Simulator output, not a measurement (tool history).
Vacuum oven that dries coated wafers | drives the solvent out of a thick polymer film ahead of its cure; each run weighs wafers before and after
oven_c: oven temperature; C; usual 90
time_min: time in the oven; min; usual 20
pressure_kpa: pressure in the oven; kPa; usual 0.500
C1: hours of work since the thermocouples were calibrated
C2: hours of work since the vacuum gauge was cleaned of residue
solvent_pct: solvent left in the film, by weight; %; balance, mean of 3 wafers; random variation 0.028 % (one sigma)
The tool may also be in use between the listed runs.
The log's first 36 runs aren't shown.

Run 37, hour 3420.7: usual settings but oven_c 92 C, time_min 35 min, pressure_kpa 0.262 kPa; C1 144; C2 555. Result: solvent_pct 0.45 %.
Run 38, hour 3534.9: usual settings but oven_c 75 C, time_min 35 min, pressure_kpa 0.404 kPa; C1 217; C2 628. Result: solvent_pct 3.92 %.
Run 39, hour 3651.3: usual settings but oven_c 75 C, time_min 35 min, pressure_kpa 0.404 kPa; C1 292; C2 703. Result: solvent_pct 3.96 %.
Run 40, hour 3750.0: usual settings but oven_c 95 C, time_min 27 min, pressure_kpa 0.968 kPa; C1 355; C2 766. Result: solvent_pct 0.83 %.
Run 41, hour 3837.6: usual settings but oven_c 95 C, time_min 27 min, pressure_kpa 0.968 kPa; C1 411; C2 822. Result: solvent_pct 0.86 %.
Run 42, hour 3966.1: usual settings but oven_c 80 C, time_min 11 min, pressure_kpa 0.535 kPa; C1 493; C2 905. Result: solvent_pct 9.06 %.
Run 43, hour 4042.6: usual settings but oven_c 82 C, time_min 15 min, pressure_kpa 0.881 kPa; C1 543; C2 954. Result: solvent_pct 6.54 %.
Run 44, hour 4165.6: usual settings but oven_c 93 C, time_min 17 min; C1 621; C2 1033. Result: solvent_pct 1.99 %.
Run 45, hour 4238.4: usual settings but oven_c 102 C, time_min 31 min, pressure_kpa 0.403 kPa; C1 668; C2 1079. Result: solvent_pct 0.34 %.

3 ways to go on from here, each from the tool as it stands after run 45. What would each give?
Run A, hour 4300.4: usual settings but oven_c 92 C, time_min 24 min, pressure_kpa 0.647 kPa; C1 708; C2 1119. Result: solvent_pct ?.
Run B, hour 4300.4: usual settings but oven_c 102 C, time_min 15 min, pressure_kpa 1.622 kPa; C1 708; C2 1119. Result: solvent_pct ?.
Run C, hour 4300.4: usual settings but time_min 13 min; C1 708; C2 1119. Result: solvent_pct ?.

run  solvent_pct
  A         1.25
  B         1.23
  C         4.12
Without the tool's hidden state the same runs would have given:
run  solvent_pct
  A         1.08
  B         1.13
  C         4.11
